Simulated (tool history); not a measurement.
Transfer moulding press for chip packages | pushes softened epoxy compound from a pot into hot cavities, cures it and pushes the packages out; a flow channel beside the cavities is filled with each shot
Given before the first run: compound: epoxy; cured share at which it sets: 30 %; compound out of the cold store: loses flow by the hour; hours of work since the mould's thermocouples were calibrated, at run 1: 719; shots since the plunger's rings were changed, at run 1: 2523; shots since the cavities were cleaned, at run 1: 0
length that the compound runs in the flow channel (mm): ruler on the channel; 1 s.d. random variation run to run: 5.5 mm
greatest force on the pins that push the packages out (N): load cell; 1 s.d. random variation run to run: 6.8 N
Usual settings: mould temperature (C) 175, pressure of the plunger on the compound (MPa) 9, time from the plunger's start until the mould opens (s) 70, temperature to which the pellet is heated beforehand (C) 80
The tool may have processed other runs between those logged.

run,hour,mould temperature (C),pressure of the plunger on the compound (MPa),time from the plunger's start until the mould opens (s),temperature to which the pellet is heated beforehand (C),hours of work since the mould's thermocouples were calibrated,shots since the plunger's rings were changed,shots since the cavities were cleaned,incoming compound's hours out of the cold store,length that the compound runs in the flow channel (mm),greatest force on the pins that push the packages out (N)
1,0,175,9,70,80,719,2523,0,40.9,584,279
2,71,175,9,70,80,751,3203,680,38.9,597,488
# hour 99.4: cavities cleaned with cleaning compound and waxed
3,122.1,175,9,70,80,773,3678,218,15.4,620,366
4,161.8,175,9,51,80,790,4057,597,8.3,620,1111
# hour 198.2: cavities cleaned with cleaning compound and waxed
5,215.6,177,9,51,80,813,4557,166,43.8,563,668
6,260.6,177,9,51,80,833,4988,597,32.2,581,892
# hour 278.3: mould's thermocouples calibrated
# hour 280.8: plunger's sealing rings changed
# hour 303.8: cavities cleaned with cleaning compound and waxed
7,303.8,177,9,51,80,10,206,0,44.1,600,470
8,346.9,177,9,51,80,29,618,412,35.4,606,699
# hour 405.8: cavities cleaned with cleaning compound and waxed
9,412.3,177,9,51,80,57,1229,62,17.6,641,549
10,466.3,177,9,51,80,81,1746,579,9.4,639,832
# hour 504.5: cavities cleaned with cleaning compound and waxed
11,541.3,177,9,51,80,113,2449,352,20.1,615,714
12,571.5,175,9,60,80,127,2738,641,38.8,578,605
# hour 604: cavities cleaned with cleaning compound and waxed
13,638.4,175,9.29,70,89,156,3364,330,33.5,609,380
# hour 705.4: cavities cleaned with cleaning compound and waxed
14,705.9,175,9.29,64,89,185,3995,5,42.2,571,327
15,751.9,177,10.3,51,75,206,4435,445,40.1,612,773
# hour 806.5: cavities cleaned with cleaning compound and waxed
16,808.5,177,10.3,51,75,230,4962,19,47.2,586,517
# hour 829.7: plunger's sealing rings changed
17,880.9,177,10.3,51,75,261,490,688,34.4,659,884
# hour 911.6: cavities cleaned with cleaning compound and waxed
18,922.4,175,7.54,70,80,279,873,104,14.1,591,320
19,955.1,175,7.54,70,80,293,1186,417,35.8,561,410
20,990.8,175,8.51,80,85,309,1527,758,15,621,396
# hour 1011.7: cavities cleaned with cleaning compound and waxed
21,1023.6,175,10.21,98,80,323,1826,114,15.1,667,259
22,1083.2,175,10.21,98,80,349,2396,684,36.9,635,350
# hour 1110.3: cavities cleaned with cleaning compound and waxed
23,1130.5,175,7.09,98,89,370,2835,194,23.1,534,269

Alternative continuations, all from the tool just after run 23; predict every row:
A,1197.6,175,9.98,98,89,399,3477,836,24.3,?,?
B,1197.6,181,9,70,81,399,3477,836,47.9,?,?
C,1197.6,175,10.25,92,80,399,3477,836,33.6,?,?

run,length that the compound runs in the flow channel (mm),greatest force on the pins that push the packages out (N)
A,642,385
B,562,386
C,631,380
With the hidden condition removed and each run's random variation left untouched, the same runs would have given:
run,length that the compound runs in the flow channel (mm),greatest force on the pins that push the packages out (N)
A,678,219
B,594,218
C,667,220
